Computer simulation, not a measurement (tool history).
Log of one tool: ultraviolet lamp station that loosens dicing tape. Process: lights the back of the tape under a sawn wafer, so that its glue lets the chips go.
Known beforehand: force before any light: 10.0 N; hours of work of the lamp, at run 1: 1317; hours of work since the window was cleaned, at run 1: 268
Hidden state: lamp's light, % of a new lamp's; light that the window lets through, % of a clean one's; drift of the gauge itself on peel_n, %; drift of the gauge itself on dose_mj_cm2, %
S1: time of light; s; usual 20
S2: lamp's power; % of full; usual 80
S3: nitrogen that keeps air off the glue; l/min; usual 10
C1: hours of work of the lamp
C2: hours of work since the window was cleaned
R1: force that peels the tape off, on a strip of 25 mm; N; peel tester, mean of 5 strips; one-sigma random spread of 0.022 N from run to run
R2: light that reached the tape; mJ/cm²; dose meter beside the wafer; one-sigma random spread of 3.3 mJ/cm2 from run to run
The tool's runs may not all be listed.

| run | day | S1 | S2 | S3 | C1 | C2 | R1 | R2 |
|---|---|---|---|---|---|---|---|---|
| 1 | 0 | 20 | 80 | 10 | 1317 | 268 | 1.102 | 523 |
| 2 | 1.65 | 25 | 80 | 10 | 1336 | 288 | 0.698 | 652 |
| 3 | 4.658 | 25 | 80 | 10 | 1371 | 323 | 0.701 | 656 |
| 4 | 6.438 | 20 | 80 | 4 | 1391 | 343 | 1.929 | 516 |
| 5 | 8.054 | 20 | 80 | 4 | 1410 | 362 | 1.917 | 514 |
| 6 | 9.379 | 20 | 80 | 4 | 1426 | 377 | 1.972 | 524 |
| 7 | 12.412 | 11 | 65 | 4 | 1461 | 413 | 4.935 | 228 |
|  | 14.5 | lamp changed |
| 8 | 15.083 | 11 | 98 | 4 | 7 | 443 | 3.262 | 350 |
| 9 | 17.504 | 11 | 98 | 4 | 35 | 471 | 3.362 | 353 |

Forecast run 10:
| 10 | 19.1 | 12 | 74 | 14 | 54 | 490 | ? | ? |

Run 10 measured R1 2.339 N, R2 289 mJ/cm².
On a tool with no hidden condition, and with the same random variation, this run would have come out at R1 2.337 N, R2 289 mJ/cm².
